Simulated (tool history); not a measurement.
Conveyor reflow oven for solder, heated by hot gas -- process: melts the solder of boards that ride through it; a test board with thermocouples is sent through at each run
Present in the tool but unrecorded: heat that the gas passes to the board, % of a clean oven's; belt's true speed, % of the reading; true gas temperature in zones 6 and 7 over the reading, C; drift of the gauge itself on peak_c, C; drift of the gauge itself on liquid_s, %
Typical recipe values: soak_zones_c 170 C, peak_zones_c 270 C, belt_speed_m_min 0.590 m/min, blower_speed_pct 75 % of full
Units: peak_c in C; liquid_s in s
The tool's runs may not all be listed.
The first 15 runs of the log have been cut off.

run	hour	soak_zones_c	peak_zones_c	belt_speed_m_min	blower_speed_pct	hours of work since the flux was cleaned out	hours of work since the belt drive was overhauled	hours of work since the thermocouples were changed	peak_c	liquid_s
16	150.5	166	270	0.590	75	11	183	373	255.9	46.2
17	161.9	177	269	0.643	89	17	189	379	255.6	45.3
18	171.4	155	277	0.676	52	22	194	384	248.0	32.6
19	183.8	161	270	0.481	75	29	201	391	259.9	59.9
20	192.8	170	277	0.590	68	34	206	396	261.1	49.8
21	204.1	170	277	0.590	68	40	212	402	261.5	49.6
22	214.7	174	270	0.567	66	46	218	408	255.9	50.9
23	224.7	174	270	0.567	66	51	223	413	256.4	50.8
24	237.0	174	270	0.567	66	58	230	420	256.9	50.2
25	243.6	174	270	0.567	66	61	233	423	256.0	50.4
26	255.6	174	270	0.567	66	68	240	430	255.8	50.8
27	261.1	170	281	0.590	53	71	243	433	261.1	49.3
28	268.2	160	270	0.641	75	74	246	436	251.0	38.6
29	273.7	160	270	0.641	75	77	249	439	251.5	38.8
30	283.8	160	270	0.641	75	83	255	445	251.0	39.1
31	296.2	170	270	0.632	65	89	261	451	251.3	41.2

Branching from run 31: 4 alternative next runs. What would each branch give?
A	307.1	162	270	0.590	50	95	267	457	?	?
B	307.1	184	270	0.632	65	95	267	457	?	?
C	307.1	170	276	0.596	61	95	267	457	?	?
D	307.1	174	258	0.632	56	95	267	457	?	?

run	peak_c	liquid_s
A	249.4	40.0
B	253.9	46.8
C	258.6	47.9
D	241.2	34.1
Without the tool's unlogged condition, the same runs would have read:
run	peak_c	liquid_s
A	250.5	40.6
B	255.1	47.1
C	259.8	48.2
D	242.3	34.9
